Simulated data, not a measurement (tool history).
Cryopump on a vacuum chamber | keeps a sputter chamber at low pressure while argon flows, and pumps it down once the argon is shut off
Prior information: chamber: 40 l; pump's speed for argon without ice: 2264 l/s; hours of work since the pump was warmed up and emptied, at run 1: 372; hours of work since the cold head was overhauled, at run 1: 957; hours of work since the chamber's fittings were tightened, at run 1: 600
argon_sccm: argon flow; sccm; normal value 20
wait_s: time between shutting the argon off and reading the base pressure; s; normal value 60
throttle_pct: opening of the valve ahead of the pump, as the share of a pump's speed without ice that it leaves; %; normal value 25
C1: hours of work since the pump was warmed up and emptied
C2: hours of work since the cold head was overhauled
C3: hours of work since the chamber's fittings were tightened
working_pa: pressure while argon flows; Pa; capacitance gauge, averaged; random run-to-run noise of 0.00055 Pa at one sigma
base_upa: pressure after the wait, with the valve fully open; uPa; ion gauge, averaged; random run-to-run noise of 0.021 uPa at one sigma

run 1 day=0.000 | argon_sccm=20 wait_s=60 throttle_pct=25 | C1=372 C2=957 C3=600 | working_pa=0.0603 base_upa=0.63
run 2 day=1.246 | argon_sccm=20 wait_s=60 throttle_pct=25 | C1=392 C2=976 C3=620 | working_pa=0.0615 base_upa=0.71
run 3 day=2.312 | argon_sccm=20 wait_s=60 throttle_pct=34 | C1=408 C2=993 C3=636 | working_pa=0.0466 base_upa=0.69
run 4 day=3.308 | argon_sccm=20 wait_s=60 throttle_pct=34 | C1=424 C2=1009 C3=652 | working_pa=0.0457 base_upa=0.70
run 5 day=4.212 | argon_sccm=20 wait_s=60 throttle_pct=34 | C1=438 C2=1023 C3=666 | working_pa=0.0462 base_upa=0.67
run 6 day=5.175 | argon_sccm=20 wait_s=60 throttle_pct=34 | C1=453 C2=1038 C3=681 | working_pa=0.0454 base_upa=0.70
run 7 day=6.138 | argon_sccm=20 wait_s=82 throttle_pct=25 | C1=468 C2=1052 C3=696 | working_pa=0.0610 base_upa=0.62
run 8 day=7.217 | argon_sccm=20 wait_s=82 throttle_pct=25 | C1=485 C2=1069 C3=713 | working_pa=0.0619 base_upa=0.66
run 9 day=8.338 | argon_sccm=20 wait_s=82 throttle_pct=25 | C1=502 C2=1087 C3=730 | working_pa=0.0625 base_upa=0.62
run 10 day=9.154 | argon_sccm=20 wait_s=82 throttle_pct=25 | C1=515 C2=1099 C3=743 | working_pa=0.0608 base_upa=0.65
run 11 day=9.892 | argon_sccm=20 wait_s=82 throttle_pct=25 | C1=526 C2=1111 C3=754 | working_pa=0.0610 base_upa=0.65
run 12 day=10.942 | argon_sccm=20 wait_s=91 throttle_pct=25 | C1=542 C2=1127 C3=771 | working_pa=0.0631 base_upa=0.67
run 13 day=11.925 | argon_sccm=20 wait_s=91 throttle_pct=25 | C1=558 C2=1142 C3=786 | working_pa=0.0624 base_upa=0.69
run 14 day=12.642 | argon_sccm=20 wait_s=91 throttle_pct=25 | C1=569 C2=1154 C3=797 | working_pa=0.0616 base_upa=0.70
-- day=12.967 pump warmed up, emptied and cooled again
run 15 day=14.300 | argon_sccm=20 wait_s=91 throttle_pct=25 | C1=21 C2=1176 C3=819 | working_pa=0.0591 base_upa=0.61
run 16 day=16.012 | argon_sccm=20 wait_s=91 throttle_pct=25 | C1=47 C2=1203 C3=846 | working_pa=0.0598 base_upa=0.64
run 17 day=17.500 | argon_sccm=20 wait_s=60 throttle_pct=25 | C1=70 C2=1226 C3=869 | working_pa=0.0611 base_upa=0.72
run 18 day=19.062 | argon_sccm=30 wait_s=107 throttle_pct=20 | C1=95 C2=1250 C3=894 | working_pa=0.1112 base_upa=0.60
run 19 day=20.362 | argon_sccm=30 wait_s=107 throttle_pct=20 | C1=115 C2=1270 C3=914 | working_pa=0.1120 base_upa=0.62
run 20 day=21.433 | argon_sccm=27 wait_s=194 throttle_pct=25 | C1=132 C2=1287 C3=930 | working_pa=0.0813 base_upa=0.62
run 21 day=22.571 | argon_sccm=27 wait_s=194 throttle_pct=27 | C1=149 C2=1305 C3=948 | working_pa=0.0757 base_upa=0.59
run 22 day=23.929 | argon_sccm=39 wait_s=63 throttle_pct=25 | C1=170 C2=1326 C3=969 | working_pa=0.1181 base_upa=0.77
run 23 day=25.425 | argon_sccm=9 wait_s=96 throttle_pct=44 | C1=194 C2=1349 C3=992 | working_pa=0.0161 base_upa=0.73
run 24 day=26.433 | argon_sccm=9 wait_s=96 throttle_pct=44 | C1=209 C2=1365 C3=1008 | working_pa=0.0142 base_upa=0.69
run 25 day=27.492 | argon_sccm=9 wait_s=96 throttle_pct=44 | C1=226 C2=1381 C3=1025 | working_pa=0.0148 base_upa=0.74
run 26 day=28.342 | argon_sccm=11 wait_s=53 throttle_pct=24 | C1=239 C2=1394 C3=1038 | working_pa=0.0351 base_upa=0.85
run 27 day=29.354 | argon_sccm=16 wait_s=291 throttle_pct=49 | C1=255 C2=1410 C3=1053 | working_pa=0.0255 base_upa=0.60
run 28 day=31.033 | argon_sccm=20 wait_s=36 throttle_pct=25 | C1=281 C2=1436 C3=1080 | working_pa=0.0605 base_upa=0.99
run 29 day=32.417 | argon_sccm=24 wait_s=147 throttle_pct=19 | C1=302 C2=1458 C3=1101 | working_pa=0.0957 base_upa=0.68
run 30 day=33.292 | argon_sccm=24 wait_s=147 throttle_pct=19 | C1=316 C2=1471 C3=1115 | working_pa=0.0944 base_upa=0.69
run 31 day=34.958 | argon_sccm=24 wait_s=141 throttle_pct=50 | C1=342 C2=1497 C3=1141 | working_pa=0.0372 base_upa=0.73
run 32 day=36.542 | argon_sccm=28 wait_s=40 throttle_pct=46 | C1=366 C2=1522 C3=1165 | working_pa=0.0471 base_upa=0.99
run 33 day=37.808 | argon_sccm=28 wait_s=40 throttle_pct=46 | C1=386 C2=1542 C3=1185 | working_pa=0.0479 base_upa=1.00
run 34 day=38.783 | argon_sccm=28 wait_s=40 throttle_pct=46 | C1=401 C2=1557 C3=1200 | working_pa=0.0486 base_upa=1.04

Pick out some run-to-run changes in working_pa. Of each, how much would a tool without hidden state show as well, from the settings, what came in and chance, and how much is left for the hidden state and any gauge scatter not in both results compared?
Hidden state present: pump's speed, % of a pump's without ice; cold plate's temperature, K; leak into the chamber, uPa l/s; drift of the gauge itself on working_pa, %; drift of the gauge itself on base_upa, %.
Run 14 -> 15: pump warmed up, emptied and cooled again. working_pa -0.0025 Pa: hidden state -0.0022, all else -0.0003.
Run 17 -> 18: argon_sccm 20 -> 30, wait_s 60 -> 107, throttle_pct 25 -> 20. working_pa +0.0501 Pa: hidden state +0.0005, all else +0.0496.
Run 21 -> 22: argon_sccm 27 -> 39, wait_s 194 -> 63, throttle_pct 27 -> 25. working_pa +0.0424 Pa: hidden state +0.0006, all else +0.0418.
Run 22 -> 23: argon_sccm 39 -> 9, wait_s 63 -> 96, throttle_pct 25 -> 44. working_pa -0.1020 Pa: hidden state -0.0011, all else -0.1009.
Run 30 -> 31: wait_s 147 -> 141, throttle_pct 19 -> 50. working_pa -0.0572 Pa: hidden state +0.0002, all else -0.0574.
